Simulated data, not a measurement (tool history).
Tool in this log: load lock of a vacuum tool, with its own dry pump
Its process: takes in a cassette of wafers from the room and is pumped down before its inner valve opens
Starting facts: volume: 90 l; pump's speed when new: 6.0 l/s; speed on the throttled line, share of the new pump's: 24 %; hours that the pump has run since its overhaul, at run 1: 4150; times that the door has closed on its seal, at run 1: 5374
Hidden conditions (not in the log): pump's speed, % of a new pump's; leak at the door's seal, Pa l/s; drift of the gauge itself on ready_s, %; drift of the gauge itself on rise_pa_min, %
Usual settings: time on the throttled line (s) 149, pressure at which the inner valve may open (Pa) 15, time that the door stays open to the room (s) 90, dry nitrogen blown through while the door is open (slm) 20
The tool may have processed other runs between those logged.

run,hour,time on the throttled line (s),pressure at which the inner valve may open (Pa),time that the door stays open to the room (s),dry nitrogen blown through while the door is open (slm),hours that the pump has run since its overhaul,times that the door has closed on its seal,"incoming humidity of the room's air, %",time from the closed door until the inner valve may open (s),rise of the pressure with all valves shut (Pa/min)
1,0,149,15,90,20,4150,5374,48.4,245.2,0.049
2,212.3,149,15,90,20,4362,6419,41.6,243.1,0.046
3,413.6,149,15,90,20,4563,7409,44.5,244.9,0.05
4,681.8,149,15,90,9,4831,8729,47,247.6,0.067
5,856.3,118,15,90,20,5006,9586,41.2,220.9,0.042
6,1178.6,118,15,90,20,5328,11172,40.5,223.3,0.047
7,1318.9,149,15,52,20,5469,11862,43.8,245.5,0.032
8,1600.2,149,15,90,8,5750,13246,45.8,244.3,0.063
9,1899.7,149,15,90,8,6049,14719,48.8,244.6,0.07
10,2084.6,149,15,90,8,6234,15629,39.9,242.3,0.06
11,2364.7,149,15,90,8,6514,17007,46,244,0.064
12,2610.8,149,15,90,8,6760,18217,44.2,245.6,0.061
13,2834,149,15,90,20,6984,19315,46.3,246.7,0.048
14,2988.1,149,15,90,20,7138,20073,43.2,245.5,0.047
15,3128.2,156,27,56,15,7278,20763,45.5,241.5,0.035
16,3306.2,149,20,44,20,7456,21638,46.9,240.8,0.034
17,3443.2,149,24,45,20,7593,22312,46,237.4,0.034
18,3681.1,149,24,45,20,7831,23482,48.1,237.4,0.026
19,3858.4,85,24,45,20,8008,24354,44.1,188.2,0.035
20,4126.3,138,15,90,20,8276,25672,46.6,234.6,0.044
21,4360.4,138,15,90,20,8510,26824,45.9,238.7,0.049
22,4569.4,254,14,112,26,8719,27852,46,324.1,0.049
23,4703.1,209,16,146,9,8853,28510,43.3,289.7,0.081
24,4904.4,80,15,90,10,9054,29500,43.3,193,0.06
25,5078.1,194,15,233,22,9228,30354,44.5,282.3,0.084
26,5345.5,194,15,233,22,9495,31670,45.6,282.5,0.082
27,5621.1,194,15,233,22,9771,33025,46.8,277.6,0.087
28,5788.3,205,29,93,9,9938,33848,49.8,272.3,0.072

What if the next run were any one of these 4? Each begins from the tool's condition after run 28:
A,5929.8,149,15,28,10,10079,34544,46,?,?
B,5929.8,99,15,25,28,10079,34544,43.1,?,?
C,5929.8,205,22,118,35,10079,34544,44,?,?
D,5929.8,205,29,152,9,10079,34544,43.3,?,?

run,time from the closed door until the inner valve may open (s),rise of the pressure with all valves shut (Pa/min)
A,242.3,0.032
B,207.5,0.017
C,280.8,0.04
D,275.6,0.084
Without the tool's unlogged condition, the same runs would have read:
run,time from the closed door until the inner valve may open (s),rise of the pressure with all valves shut (Pa/min)
A,242.3,0.031
B,207.4,0.017
C,280.7,0.039
D,275.5,0.083
